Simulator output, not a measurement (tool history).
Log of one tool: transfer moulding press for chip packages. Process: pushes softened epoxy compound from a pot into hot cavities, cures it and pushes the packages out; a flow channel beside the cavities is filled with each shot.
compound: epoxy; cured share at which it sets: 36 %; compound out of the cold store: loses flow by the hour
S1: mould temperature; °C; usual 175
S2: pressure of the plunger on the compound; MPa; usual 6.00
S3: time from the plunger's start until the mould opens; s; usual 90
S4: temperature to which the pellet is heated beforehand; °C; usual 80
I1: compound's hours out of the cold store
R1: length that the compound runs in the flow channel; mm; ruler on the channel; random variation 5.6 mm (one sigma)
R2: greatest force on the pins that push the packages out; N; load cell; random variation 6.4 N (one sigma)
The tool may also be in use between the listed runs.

{"run": 1, "hour": 0.0, "S1": 175, "S2": 6.0, "S3": 90, "S4": 80, "I1": 28.2, "R1": 773, "R2": 322}
{"hour": 27.0, "done": "cavities cleaned with cleaning compound and waxed"}
{"run": 2, "hour": 54.2, "S1": 175, "S2": 5.68, "S3": 90, "S4": 80, "I1": 45.3, "R1": 669, "R2": 457}
{"hour": 68.6, "done": "plunger's sealing rings changed"}
{"hour": 70.1, "done": "cavities cleaned with cleaning compound and waxed"}
{"hour": 79.2, "done": "mould's thermocouples calibrated"}
{"hour": 117.0, "done": "cavities cleaned with cleaning compound and waxed"}
{"hour": 157.2, "done": "cavities cleaned with cleaning compound and waxed"}
{"run": 3, "hour": 157.2, "S1": 175, "S2": 6.0, "S3": 90, "S4": 80, "I1": 33.0, "R1": 777, "R2": 240}
{"hour": 198.2, "done": "cavities cleaned with cleaning compound and waxed"}
{"run": 4, "hour": 198.2, "S1": 183, "S2": 6.0, "S3": 90, "S4": 80, "I1": 20.9, "R1": 784, "R2": 189}
{"hour": 205.5, "done": "cavities cleaned with cleaning compound and waxed, once more"}
{"run": 5, "hour": 239.9, "S1": 183, "S2": 6.0, "S3": 90, "S4": 80, "I1": 9.1, "R1": 840, "R2": 300}
{"hour": 247.5, "done": "cavities cleaned with cleaning compound and waxed"}
{"hour": 290.3, "done": "cavities cleaned with cleaning compound and waxed"}
{"run": 6, "hour": 303.9, "S1": 175, "S2": 6.41, "S3": 90, "S4": 80, "I1": 15.0, "R1": 857, "R2": 329}
{"hour": 335.1, "done": "cavities cleaned with cleaning compound and waxed"}
{"hour": 364.3, "done": "plunger's sealing rings changed"}
{"run": 7, "hour": 364.3, "S1": 175, "S2": 6.0, "S3": 90, "S4": 80, "I1": 12.5, "R1": 882, "R2": 371}
{"hour": 381.8, "done": "cavities cleaned with cleaning compound and waxed"}
{"hour": 424.0, "done": "cavities cleaned with cleaning compound and waxed"}
{"run": 8, "hour": 432.4, "S1": 175, "S2": 6.0, "S3": 90, "S4": 80, "I1": 23.5, "R1": 834, "R2": 285}
{"hour": 468.7, "done": "cavities cleaned with cleaning compound and waxed"}
{"run": 9, "hour": 495.8, "S1": 175, "S2": 6.0, "S3": 90, "S4": 80, "I1": 21.2, "R1": 821, "R2": 358}
{"hour": 512.0, "done": "cavities cleaned with cleaning compound and waxed"}
{"hour": 532.0, "done": "mould's thermocouples calibrated"}
{"hour": 555.6, "done": "cavities cleaned with cleaning compound and waxed"}
{"run": 10, "hour": 574.6, "S1": 175, "S2": 6.0, "S3": 90, "S4": 80, "I1": 15.0, "R1": 831, "R2": 327}
{"hour": 597.0, "done": "cavities cleaned with cleaning compound and waxed"}
{"run": 11, "hour": 620.4, "S1": 175, "S2": 6.0, "S3": 90, "S4": 80, "I1": 40.0, "R1": 714, "R2": 336}
{"hour": 640.7, "done": "cavities cleaned with cleaning compound and waxed"}
{"hour": 663.2, "done": "plunger's sealing rings changed"}
{"run": 12, "hour": 663.7, "S1": 182, "S2": 6.0, "S3": 90, "S4": 80, "I1": 21.4, "R1": 817, "R2": 295}
{"hour": 684.3, "done": "cavities cleaned with cleaning compound and waxed"}
{"hour": 724.7, "done": "cavities cleaned with cleaning compound and waxed"}
{"run": 13, "hour": 729.8, "S1": 182, "S2": 6.0, "S3": 90, "S4": 80, "I1": 8.9, "R1": 849, "R2": 214}
{"hour": 769.0, "done": "cavities cleaned with cleaning compound and waxed"}
{"run": 14, "hour": 786.6, "S1": 182, "S2": 6.0, "S3": 90, "S4": 80, "I1": 30.8, "R1": 751, "R2": 268}
{"hour": 813.7, "done": "cavities cleaned with cleaning compound and waxed"}
{"run": 15, "hour": 848.3, "S1": 182, "S2": 6.0, "S3": 90, "S4": 80, "I1": 43.6, "R1": 697, "R2": 286}
{"hour": 858.1, "done": "cavities cleaned with cleaning compound and waxed"}
{"hour": 901.9, "done": "cavities cleaned with cleaning compound and waxed"}
{"run": 16, "hour": 915.0, "S1": 182, "S2": 6.0, "S3": 90, "S4": 80, "I1": 42.7, "R1": 676, "R2": 253}
{"hour": 942.4, "done": "cavities cleaned with cleaning compound and waxed"}
{"hour": 956.9, "done": "plunger's sealing rings changed"}
{"hour": 984.8, "done": "mould's thermocouples calibrated"}
{"hour": 986.3, "done": "cavities cleaned with cleaning compound and waxed"}
{"run": 17, "hour": 1001.6, "S1": 176, "S2": 6.0, "S3": 77, "S4": 80, "I1": 13.3, "R1": 872, "R2": 427}
{"hour": 1030.7, "done": "cavities cleaned with cleaning compound and waxed"}
{"hour": 1073.4, "done": "cavities cleaned with cleaning compound and waxed"}
{"run": 18, "hour": 1098.0, "S1": 181, "S2": 5.47, "S3": 90, "S4": 80, "I1": 9.1, "R1": 802, "R2": 291}
{"hour": 1119.8, "done": "cavities cleaned with cleaning compound and waxed"}
{"run": 19, "hour": 1150.5, "S1": 175, "S2": 5.41, "S3": 83, "S4": 90, "I1": 27.0, "R1": 741, "R2": 415}
{"hour": 1160.2, "done": "cavities cleaned with cleaning compound and waxed"}
{"hour": 1206.3, "done": "cavities cleaned with cleaning compound and waxed"}
{"run": 20, "hour": 1223.3, "S1": 175, "S2": 5.41, "S3": 83, "S4": 90, "I1": 42.0, "R1": 670, "R2": 348}
{"hour": 1249.8, "done": "plunger's sealing rings changed"}
{"hour": 1251.3, "done": "cavities cleaned with cleaning compound and waxed"}
{"run": 21, "hour": 1270.1, "S1": 175, "S2": 5.09, "S3": 90, "S4": 80, "I1": 23.2, "R1": 762, "R2": 330}
{"hour": 1293.0, "done": "cavities cleaned with cleaning compound and waxed"}
{"hour": 1334.0, "done": "cavities cleaned with cleaning compound and waxed"}
{"run": 22, "hour": 1357.7, "S1": 175, "S2": 5.09, "S3": 102, "S4": 85, "I1": 23.1, "R1": 744, "R2": 309}
{"hour": 1377.8, "done": "cavities cleaned with cleaning compound and waxed"}
{"hour": 1419.5, "done": "cavities cleaned with cleaning compound and waxed"}
{"hour": 1433.6, "done": "mould's thermocouples calibrated"}
{"run": 23, "hour": 1433.6, "S1": 173, "S2": 6.72, "S3": 127, "S4": 76, "I1": 26.9, "R1": 837, "R2": 245}

4 ways to go on from here, each from the tool as it stands after run 23. What would each give?
{"hour": 1461.5, "done": "cavities cleaned with cleaning compound and waxed"}
{"hour": 1505.2, "done": "cavities cleaned with cleaning compound and waxed"}
{"run": "A", "hour": 1526.5, "S1": 175, "S2": 6.0, "S3": 76, "S4": 87, "I1": 40.1, "R1": "?", "R2": "?"}
{"hour": 1461.5, "done": "cavities cleaned with cleaning compound and waxed"}
{"hour": 1505.2, "done": "cavities cleaned with cleaning compound and waxed"}
{"run": "B", "hour": 1526.5, "S1": 173, "S2": 6.72, "S3": 125, "S4": 76, "I1": 16.7, "R1": "?", "R2": "?"}
{"hour": 1461.5, "done": "cavities cleaned with cleaning compound and waxed"}
{"hour": 1505.2, "done": "cavities cleaned with cleaning compound and waxed"}
{"run": "C", "hour": 1526.5, "S1": 174, "S2": 6.0, "S3": 82, "S4": 80, "I1": 35.1, "R1": "?", "R2": "?"}
{"hour": 1461.5, "done": "cavities cleaned with cleaning compound and waxed"}
{"hour": 1505.2, "done": "cavities cleaned with cleaning compound and waxed"}
{"run": "D", "hour": 1526.5, "S1": 173, "S2": 6.78, "S3": 117, "S4": 76, "I1": 47.1, "R1": "?", "R2": "?"}

run=A R1=706 R2=468
run=B R1=859 R2=273
run=C R1=732 R2=439
run=D R1=737 R2=277
Without the tool's hidden state the same runs would have given:
run=A R1=765 R2=312
run=B R1=931 R2=186
run=C R1=794 R2=296
run=D R1=798 R2=186
